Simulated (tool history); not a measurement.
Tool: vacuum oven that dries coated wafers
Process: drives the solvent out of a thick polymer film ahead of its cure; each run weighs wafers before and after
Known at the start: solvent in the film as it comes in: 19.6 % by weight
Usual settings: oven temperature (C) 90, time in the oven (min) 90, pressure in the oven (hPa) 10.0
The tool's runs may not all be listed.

| run | hour | oven temperature (C) | time in the oven (min) | pressure in the oven (hPa) | solvent left in the film (%) |
|---|---|---|---|---|---|
| 1 | 0.0 | 90 | 90 | 10.0 | 2.08 |
| 2 | 34.6 | 90 | 90 | 39.9 | 5.28 |
| 3 | 74.6 | 90 | 90 | 10.0 | 2.01 |
| 4 | 108.2 | 90 | 90 | 10.0 | 2.10 |
| 5 | 169.8 | 90 | 90 | 10.0 | 2.07 |
| 6 | 209.0 | 90 | 129 | 10.0 | 1.34 |
| 7 | 249.3 | 90 | 129 | 10.0 | 1.32 |
| 8 | 279.7 | 90 | 129 | 10.0 | 1.46 |
| 9 | 327.8 | 90 | 129 | 10.0 | 1.25 |
| 10 | 383.2 | 90 | 129 | 10.0 | 1.32 |
| 11 | 421.9 | 90 | 129 | 10.0 | 1.34 |
| 12 | 460.5 | 90 | 90 | 10.0 | 1.98 |
| 13 | 514.3 | 90 | 81 | 10.0 | 2.38 |
| 14 | 548.4 | 93 | 62 | 11.8 | 2.87 |
| 15 | 574.1 | 93 | 52 | 8.3 | 3.13 |
| 16 | 610.1 | 77 | 52 | 15.6 | 9.04 |
| 17 | 649.2 | 102 | 90 | 8.2 | 0.72 |
| 18 | 678.9 | 91 | 64 | 25.5 | 4.43 |
| 19 | 704.5 | 96 | 90 | 10.0 | 1.28 |
| 20 | 762.3 | 90 | 47 | 10.0 | 4.65 |
| 21 | 792.0 | 90 | 60 | 33.0 | 5.84 |
| 22 | 842.0 | 90 | 60 | 33.0 | 5.67 |
| 23 | 893.5 | 90 | 108 | 14.7 | 2.07 |

Forecast each of these 4 alternatives for the next run:
| A | 939.1 | 90 | 51 | 14.7 | ? |
| B | 939.1 | 90 | 124 | 14.7 | ? |
| C | 939.1 | 86 | 151 | 5.3 | ? |
| D | 939.1 | 96 | 137 | 10.0 | ? |

| run | solvent left in the film (%) |
|---|---|
| A | 4.67 |
| B | 1.95 |
| C | 1.04 |
| D | 0.90 |
Without the tool's hidden state the same runs would have given:
| run | solvent left in the film (%) |
|---|---|
| A | 4.66 |
| B | 1.94 |
| C | 1.03 |
| D | 0.90 |

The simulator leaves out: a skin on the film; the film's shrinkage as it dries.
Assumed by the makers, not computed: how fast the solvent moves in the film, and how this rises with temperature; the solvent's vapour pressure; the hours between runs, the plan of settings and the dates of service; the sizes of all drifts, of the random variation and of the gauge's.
